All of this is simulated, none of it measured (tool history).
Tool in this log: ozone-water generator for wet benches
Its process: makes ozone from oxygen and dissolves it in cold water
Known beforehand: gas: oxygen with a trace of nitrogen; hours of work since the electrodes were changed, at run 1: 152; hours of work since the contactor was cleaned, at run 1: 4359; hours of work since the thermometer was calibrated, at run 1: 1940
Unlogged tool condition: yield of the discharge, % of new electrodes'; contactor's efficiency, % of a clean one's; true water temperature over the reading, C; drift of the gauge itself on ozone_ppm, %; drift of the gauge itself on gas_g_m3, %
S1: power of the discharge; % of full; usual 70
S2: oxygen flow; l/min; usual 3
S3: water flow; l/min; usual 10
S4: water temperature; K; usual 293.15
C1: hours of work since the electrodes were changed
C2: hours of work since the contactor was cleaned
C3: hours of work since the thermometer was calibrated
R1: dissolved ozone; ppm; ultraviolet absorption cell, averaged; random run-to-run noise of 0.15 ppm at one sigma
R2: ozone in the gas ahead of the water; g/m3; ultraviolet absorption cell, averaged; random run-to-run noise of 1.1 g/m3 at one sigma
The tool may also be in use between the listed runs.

run 1 day=0 | S1=70 S2=3 S3=10 S4=293.15 | C1=152 C2=4359 C3=1940 | R1=18.1 R2=204.2
run 2 day=1.062 | S1=70 S2=3 S3=10 S4=293.15 | C1=175 C2=4381 C3=1963 | R1=18 R2=204.6
run 3 day=2.404 | S1=70 S2=3 S3=10 S4=293.15 | C1=203 C2=4410 C3=1991 | R1=18.2 R2=202
run 4 day=3.383 | S1=70 S2=3 S3=10 S4=293.15 | C1=224 C2=4430 C3=2012 | R1=17.7 R2=201.4
run 5 day=4.721 | S1=70 S2=3 S3=10 S4=293.15 | C1=252 C2=4459 C3=2040 | R1=18.1 R2=202
run 6 day=5.504 | S1=70 S2=3 S3=10 S4=293.15 | C1=269 C2=4475 C3=2057 | R1=18 R2=202.8
run 7 day=6.333 | S1=70 S2=3 S3=10 S4=291.15 | C1=286 C2=4493 C3=2074 | R1=18.7 R2=203.1
run 8 day=7.004 | S1=67 S2=4.44 S3=10 S4=291.15 | C1=300 C2=4507 C3=2088 | R1=17.5 R2=160.9
run 9 day=8 | S1=55 S2=5.37 S3=10 S4=289.15 | C1=321 C2=4528 C3=2109 | R1=15.1 R2=120.8

Expected results for the next run?
run 10 day=9.538 | S1=42 S2=5.37 S3=11 S4=289.15 | C1=354 C2=4560 C3=2142 | R1=? R2=?

Run 10 produced R1 10.7 ppm, R2 93.3 g/m3.
Had the tool carried no hidden state, the very same run would have given R1 11.1 ppm, R2 93.7 g/m3.

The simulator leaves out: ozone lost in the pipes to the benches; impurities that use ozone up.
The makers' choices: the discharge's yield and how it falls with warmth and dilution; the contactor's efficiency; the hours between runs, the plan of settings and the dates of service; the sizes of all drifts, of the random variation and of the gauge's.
